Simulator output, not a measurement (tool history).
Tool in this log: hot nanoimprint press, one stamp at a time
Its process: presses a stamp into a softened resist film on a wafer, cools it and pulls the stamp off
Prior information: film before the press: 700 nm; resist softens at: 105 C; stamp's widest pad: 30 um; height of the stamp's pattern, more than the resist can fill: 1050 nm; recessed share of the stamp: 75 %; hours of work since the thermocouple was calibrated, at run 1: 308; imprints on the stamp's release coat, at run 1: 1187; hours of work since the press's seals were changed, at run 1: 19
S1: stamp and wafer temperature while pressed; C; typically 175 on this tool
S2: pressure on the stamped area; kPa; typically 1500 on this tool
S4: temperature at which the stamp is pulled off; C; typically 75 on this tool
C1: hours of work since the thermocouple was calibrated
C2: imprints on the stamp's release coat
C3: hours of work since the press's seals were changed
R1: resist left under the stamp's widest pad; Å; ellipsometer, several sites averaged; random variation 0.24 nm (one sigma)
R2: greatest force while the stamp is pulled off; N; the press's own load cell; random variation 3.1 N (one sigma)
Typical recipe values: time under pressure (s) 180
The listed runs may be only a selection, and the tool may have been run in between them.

{"run": 1, "hour": 0.0, "S1": 175, "S2": 1500, "time under pressure (s)": 180, "S4": 75, "C1": 308, "C2": 1187, "C3": 19, "R1": 3447, "R2": 194}
{"run": 2, "hour": 9.8, "S1": 175, "S2": 1500, "time under pressure (s)": 180, "S4": 75, "C1": 314, "C2": 1231, "C3": 24, "R1": 3449, "R2": 191}
{"run": 3, "hour": 23.6, "S1": 175, "S2": 1500, "time under pressure (s)": 180, "S4": 75, "C1": 322, "C2": 1291, "C3": 33, "R1": 3447, "R2": 196}
{"run": 4, "hour": 40.5, "S1": 175, "S2": 1500, "time under pressure (s)": 180, "S4": 75, "C1": 333, "C2": 1366, "C3": 43, "R1": 3446, "R2": 200}
{"run": 5, "hour": 54.2, "S1": 175, "S2": 1500, "time under pressure (s)": 180, "S4": 75, "C1": 341, "C2": 1426, "C3": 51, "R1": 3446, "R2": 202}
{"run": 6, "hour": 67.8, "S1": 175, "S2": 1500, "time under pressure (s)": 180, "S4": 75, "C1": 349, "C2": 1486, "C3": 59, "R1": 3443, "R2": 204}
{"hour": 74.4, "done": "plate thermocouple calibrated"}
{"run": 7, "hour": 88.0, "S1": 175, "S2": 1500, "time under pressure (s)": 180, "S4": 75, "C1": 8, "C2": 1562, "C3": 70, "R1": 3580, "R2": 212}
{"run": 8, "hour": 106.1, "S1": 175, "S2": 1500, "time under pressure (s)": 180, "S4": 75, "C1": 19, "C2": 1642, "C3": 81, "R1": 3578, "R2": 224}
{"run": 9, "hour": 116.4, "S1": 175, "S2": 1500, "time under pressure (s)": 180, "S4": 75, "C1": 25, "C2": 1687, "C3": 87, "R1": 3579, "R2": 213}
{"run": 10, "hour": 125.7, "S1": 175, "S2": 1500, "time under pressure (s)": 180, "S4": 75, "C1": 31, "C2": 1728, "C3": 92, "R1": 3579, "R2": 214}
{"run": 11, "hour": 135.2, "S1": 175, "S2": 1500, "time under pressure (s)": 180, "S4": 75, "C1": 37, "C2": 1770, "C3": 98, "R1": 3574, "R2": 214}
{"run": 12, "hour": 154.7, "S1": 175, "S2": 1500, "time under pressure (s)": 180, "S4": 75, "C1": 48, "C2": 1856, "C3": 110, "R1": 3574, "R2": 223}
{"run": 13, "hour": 166.0, "S1": 175, "S2": 1500, "time under pressure (s)": 100, "S4": 75, "C1": 55, "C2": 1906, "C3": 117, "R1": 4346, "R2": 224}
{"run": 14, "hour": 180.8, "S1": 175, "S2": 1500, "time under pressure (s)": 100, "S4": 75, "C1": 64, "C2": 1971, "C3": 126, "R1": 4342, "R2": 223}
{"hour": 198.8, "done": "stamp cleaned and given a new release coat"}
{"run": 15, "hour": 205.3, "S1": 175, "S2": 1500, "time under pressure (s)": 100, "S4": 75, "C1": 75, "C2": 29, "C3": 137, "R1": 4346, "R2": 146}
{"run": 16, "hour": 213.4, "S1": 168, "S2": 1500, "time under pressure (s)": 146, "S4": 78, "C1": 80, "C2": 64, "C3": 142, "R1": 5133, "R2": 141}
{"run": 17, "hour": 230.8, "S1": 185, "S2": 1270, "time under pressure (s)": 180, "S4": 76, "C1": 91, "C2": 141, "C3": 152, "R1": 2276, "R2": 148}
{"run": 18, "hour": 239.6, "S1": 185, "S2": 1270, "time under pressure (s)": 180, "S4": 76, "C1": 96, "C2": 180, "C3": 157, "R1": 2276, "R2": 154}
{"run": 19, "hour": 248.6, "S1": 175, "S2": 1500, "time under pressure (s)": 180, "S4": 61, "C1": 101, "C2": 220, "C3": 163, "R1": 3563, "R2": 201}
{"run": 20, "hour": 261.8, "S1": 179, "S2": 1500, "time under pressure (s)": 253, "S4": 61, "C1": 109, "C2": 278, "C3": 171, "R1": 2518, "R2": 202}
{"run": 21, "hour": 273.7, "S1": 182, "S2": 1740, "time under pressure (s)": 263, "S4": 61, "C1": 116, "C2": 330, "C3": 178, "R1": 1953, "R2": 213}
{"run": 22, "hour": 284.4, "S1": 182, "S2": 1740, "time under pressure (s)": 263, "S4": 61, "C1": 123, "C2": 378, "C3": 184, "R1": 1953, "R2": 208}
{"run": 23, "hour": 298.4, "S1": 175, "S2": 1500, "time under pressure (s)": 131, "S4": 71, "C1": 131, "C2": 439, "C3": 193, "R1": 3981, "R2": 169}
{"run": 24, "hour": 315.2, "S1": 175, "S2": 910, "time under pressure (s)": 180, "S4": 75, "C1": 141, "C2": 513, "C3": 203, "R1": 4249, "R2": 171}
{"run": 25, "hour": 323.8, "S1": 169, "S2": 1500, "time under pressure (s)": 180, "S4": 75, "C1": 147, "C2": 551, "C3": 208, "R1": 4678, "R2": 171}
{"run": 26, "hour": 332.6, "S1": 175, "S2": 1420, "time under pressure (s)": 180, "S4": 75, "C1": 152, "C2": 590, "C3": 213, "R1": 3627, "R2": 170}
{"run": 27, "hour": 350.9, "S1": 181, "S2": 2010, "time under pressure (s)": 180, "S4": 75, "C1": 163, "C2": 671, "C3": 224, "R1": 2282, "R2": 173}
{"run": 28, "hour": 365.9, "S1": 175, "S2": 1240, "time under pressure (s)": 180, "S4": 73, "C1": 172, "C2": 737, "C3": 234, "R1": 3813, "R2": 177}
{"run": 29, "hour": 380.4, "S1": 169, "S2": 1240, "time under pressure (s)": 180, "S4": 79, "C1": 181, "C2": 801, "C3": 242, "R1": 4926, "R2": 159}

Forecast each of these 4 alternatives for the next run:
{"run": "A", "hour": 390.2, "S1": 175, "S2": 1260, "time under pressure (s)": 180, "S4": 75, "C1": 187, "C2": 844, "C3": 248, "R1": "?", "R2": "?"}
{"run": "B", "hour": 390.2, "S1": 175, "S2": 1500, "time under pressure (s)": 180, "S4": 69, "C1": 187, "C2": 844, "C3": 248, "R1": "?", "R2": "?"}
{"run": "C", "hour": 390.2, "S1": 179, "S2": 1500, "time under pressure (s)": 134, "S4": 77, "C1": 187, "C2": 844, "C3": 248, "R1": "?", "R2": "?"}
{"run": "D", "hour": 390.2, "S1": 170, "S2": 1130, "time under pressure (s)": 180, "S4": 70, "C1": 187, "C2": 844, "C3": 248, "R1": "?", "R2": "?"}

run=A R1=3791 R2=180
run=B R1=3545 R2=213
run=C R1=3245 R2=179
run=D R1=4855 R2=199
Without the tool's unlogged condition, the same runs would have read:
run=A R1=3797 R2=148
run=B R1=3547 R2=176
run=C R1=3245 R2=148
run=D R1=4866 R2=164
